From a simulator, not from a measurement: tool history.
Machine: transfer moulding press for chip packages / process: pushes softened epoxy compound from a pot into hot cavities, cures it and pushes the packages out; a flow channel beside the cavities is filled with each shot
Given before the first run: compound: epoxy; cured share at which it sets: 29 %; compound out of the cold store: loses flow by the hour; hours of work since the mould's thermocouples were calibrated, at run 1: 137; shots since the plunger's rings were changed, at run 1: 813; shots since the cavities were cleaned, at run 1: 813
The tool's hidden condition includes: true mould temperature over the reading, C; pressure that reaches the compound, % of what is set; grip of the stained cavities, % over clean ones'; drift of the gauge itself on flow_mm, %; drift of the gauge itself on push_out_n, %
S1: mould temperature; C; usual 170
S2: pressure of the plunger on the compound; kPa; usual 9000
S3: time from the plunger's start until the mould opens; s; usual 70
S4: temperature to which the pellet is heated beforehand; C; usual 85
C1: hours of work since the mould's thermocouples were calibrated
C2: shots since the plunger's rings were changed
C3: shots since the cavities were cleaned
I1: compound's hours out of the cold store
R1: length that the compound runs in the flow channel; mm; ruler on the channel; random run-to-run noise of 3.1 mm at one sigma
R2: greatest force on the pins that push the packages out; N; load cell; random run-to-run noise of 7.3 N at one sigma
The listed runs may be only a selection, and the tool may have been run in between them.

Run 1, day 0: usual settings; C1 137; C2 813; C3 813; I1 35.7. Result: R1 464 mm, R2 331 N.
At day 0.688: cavities cleaned with cleaning compound and waxed.
Run 2, day 0.688: usual settings; C1 149; C2 1085; C3 0; I1 47.1. Result: R1 438 mm, R2 302 N.
Run 3, day 1.242: usual settings; C1 159; C2 1326; C3 241; I1 23.5. Result: R1 498 mm, R2 318 N.
Run 4, day 1.658: usual settings but S3 102 s; C1 167; C2 1507; C3 422; I1 47. Result: R1 431 mm, R2 213 N.
Run 5, day 2.017: usual settings but S3 102 s; C1 173; C2 1663; C3 578; I1 17.4. Result: R1 521 mm, R2 216 N.
Run 6, day 2.646: usual settings but S3 102 s; C1 185; C2 1937; C3 852; I1 14.3. Result: R1 532 mm, R2 201 N.
At day 3.229: cavities cleaned with cleaning compound and waxed.
Run 7, day 3.296: usual settings but S3 102 s; C1 196; C2 2193; C3 30; I1 25.6. Result: R1 497 mm, R2 207 N.
Run 8, day 3.767: usual settings but S2 10850 kPa; C1 205; C2 2397; C3 234; I1 40. Result: R1 499 mm, R2 305 N.
Run 9, day 4.496: usual settings but S2 10850 kPa; C1 218; C2 2715; C3 552; I1 23.2. Result: R1 555 mm, R2 328 N.
Run 10, day 4.842: usual settings but S2 10850 kPa; C1 225; C2 2865; C3 702; I1 29.9. Result: R1 530 mm, R2 315 N.
Run 11, day 5.5: usual settings but S2 10850 kPa; C1 237; C2 3151; C3 988; I1 41.4. Result: R1 496 mm, R2 308 N.
At day 5.771: cavities cleaned with cleaning compound and waxed.
Run 12, day 6.325: usual settings but S2 10850 kPa; C1 251; C2 3483; C3 241; I1 28.9. Result: R1 537 mm, R2 308 N.
Run 13, day 6.825: usual settings but S2 10850 kPa; C1 260; C2 3701; C3 459; I1 40.4. Result: R1 498 mm, R2 312 N.
Run 14, day 7.35: usual settings but S2 10850 kPa; C1 270; C2 3929; C3 687; I1 32.7. Result: R1 520 mm, R2 318 N.
Run 15, day 7.842: usual settings but S2 10850 kPa; C1 279; C2 4144; C3 902; I1 24.1. Result: R1 552 mm, R2 324 N.
At day 8.325: cavities cleaned with cleaning compound and waxed.
Run 16, day 8.579: usual settings but S2 10850 kPa; C1 291; C2 4437; C3 110; I1 39.1. Result: R1 500 mm, R2 317 N.
Run 17, day 9.096: usual settings but S1 176 C, S2 7060 kPa; C1 301; C2 4663; C3 336; I1 15.3. Result: R1 467 mm, R2 250 N.
Run 18, day 9.708: usual settings but S1 176 C, S2 7060 kPa; C1 312; C2 4930; C3 603; I1 19.8. Result: R1 451 mm, R2 228 N.
Run 19, day 10.171: usual settings but S1 176 C, S2 7060 kPa; C1 321; C2 5131; C3 804; I1 40.7. Result: R1 394 mm, R2 241 N.
Run 20, day 10.504: usual settings but S3 76 s; C1 327; C2 5275; C3 948; I1 38.3. Result: R1 456 mm, R2 281 N.
At day 10.888: cavities cleaned with cleaning compound and waxed.
Run 21, day 11.088: usual settings but S3 76 s; C1 337; C2 5503; C3 87; I1 36.8. Result: R1 460 mm, R2 262 N.
Run 22, day 11.438: usual settings but S1 164 C, S2 9060 kPa, S3 98 s, S4 79 C; C1 343; C2 5655; C3 239; I1 17.3. Result: R1 540 mm, R2 254 N.
At day 11.85: plunger's sealing rings changed.
Run 23, day 12.204: usual settings but S1 174 C, S4 87 C; C1 356; C2 154; C3 527; I1 18.2. Result: R1 514 mm, R2 257 N.
Run 24, day 12.783: usual settings but S1 172 C, S3 72 s, S4 87 C; C1 366; C2 406; C3 779; I1 27. Result: R1 490 mm, R2 264 N.
At day 13.55: cavities cleaned with cleaning compound and waxed.
Run 25, day 13.642: usual settings but S1 172 C, S3 72 s, S4 87 C; C1 381; C2 752; C3 39; I1 26.5. Result: R1 491 mm, R2 268 N.
Run 26, day 14.242: usual settings but S1 172 C, S2 10940 kPa, S3 94 s, S4 92 C; C1 392; C2 1013; C3 300; I1 15.2. Result: R1 585 mm, R2 204 N.
At day 14.617: mould's thermocouples calibrated.
Run 27, day 14.771: usual settings but S1 172 C, S2 10940 kPa, S3 69 s, S4 86 C; C1 3; C2 1206; C3 493; I1 35.5. Result: R1 516 mm, R2 287 N.
Run 28, day 15.146: usual settings but S1 167 C, S2 10940 kPa, S3 69 s, S4 86 C; C1 10; C2 1371; C3 658; I1 21.2. Result: R1 568 mm, R2 424 N.
Run 29, day 15.875: usual settings but S1 167 C, S2 10940 kPa, S3 69 s, S4 86 C; C1 23; C2 1688; C3 975; I1 18.8. Result: R1 581 mm, R2 439 N.

Below are 3 alternative next runs, each starting from the tool's condition after run 29. Predict each:
At day 16.217: cavities cleaned with cleaning compound and waxed.
Run A, day 16.554: usual settings but S1 174 C, S2 7030 kPa, S3 86 s; C1 35; C2 1955; C3 146; I1 8.8. Result: R1 ?, R2 ?.
At day 16.217: cavities cleaned with cleaning compound and waxed.
Run B, day 16.554: usual settings but S1 167 C, S2 10940 kPa, S3 80 s, S4 86 C; C1 35; C2 1955; C3 146; I1 8.5. Result: R1 ?, R2 ?.
At day 16.217: cavities cleaned with cleaning compound and waxed.
Run C, day 16.554: usual settings but S1 167 C, S2 6960 kPa, S3 69 s; C1 35; C2 1955; C3 146; I1 42.6. Result: R1 ?, R2 ?.

run   R1   R2
  A  483  220
  B  621  310
  C  395  376
Stripped of hidden state, with their random variation kept, the same runs would have yielded:
run   R1   R2
  A  484  220
  B  621  309
  C  395  376
